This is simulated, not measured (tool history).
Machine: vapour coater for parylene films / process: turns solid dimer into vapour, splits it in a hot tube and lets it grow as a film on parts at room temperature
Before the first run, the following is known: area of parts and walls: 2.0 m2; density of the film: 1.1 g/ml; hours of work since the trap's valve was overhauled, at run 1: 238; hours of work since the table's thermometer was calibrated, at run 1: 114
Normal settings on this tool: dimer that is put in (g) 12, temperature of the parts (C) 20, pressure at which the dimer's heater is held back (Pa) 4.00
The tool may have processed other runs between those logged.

| run | hour | dimer that is put in (g) | temperature of the parts (C) | pressure at which the dimer's heater is held back (Pa) | hours of work since the trap's valve was overhauled | hours of work since the table's thermometer was calibrated | thickness of the film (µm) |
|---|---|---|---|---|---|---|---|
| 1 | 0.0 | 12 | 20 | 4.00 | 238 | 114 | 3.66 |
|  | 24.5 | trap's valve overhauled |
| 2 | 25.6 | 12 | 20 | 4.00 | 1 | 126 | 4.26 |
| 3 | 43.2 | 12 | 20 | 4.00 | 10 | 135 | 4.28 |
| 4 | 72.2 | 12 | 20 | 4.00 | 25 | 151 | 4.13 |
| 5 | 85.9 | 12 | 20 | 4.00 | 33 | 158 | 4.26 |
| 6 | 101.2 | 12 | 26 | 4.00 | 41 | 166 | 3.16 |
| 7 | 119.9 | 12 | 26 | 4.00 | 51 | 176 | 3.17 |
| 8 | 141.7 | 7 | 14 | 2.67 | 63 | 188 | 2.96 |
| 9 | 157.1 | 20 | 20 | 4.00 | 71 | 196 | 6.84 |
| 10 | 179.6 | 20 | 20 | 4.00 | 83 | 208 | 6.82 |
| 11 | 209.3 | 13 | 13 | 11.15 | 99 | 224 | 5.27 |
| 12 | 225.5 | 21 | 29 | 4.00 | 107 | 232 | 4.67 |
| 13 | 249.7 | 21 | 29 | 4.00 | 120 | 245 | 4.62 |

3 options for the next run, each taken on its own from the tool as it stands now. Forecast them:
| A | 269.8 | 9 | 18 | 4.00 | 131 | 256 | ? |
| B | 269.8 | 21 | 22 | 4.00 | 131 | 256 | ? |
| C | 269.8 | 9 | 18 | 6.05 | 131 | 256 | ? |

| run | thickness of the film (µm) |
|---|---|
| A | 3.29 |
| B | 6.28 |
| C | 3.11 |
Without the tool's unlogged condition, the same runs would have read:
| run | thickness of the film (µm) |
|---|---|
| A | 3.56 |
| B | 6.80 |
| C | 3.36 |
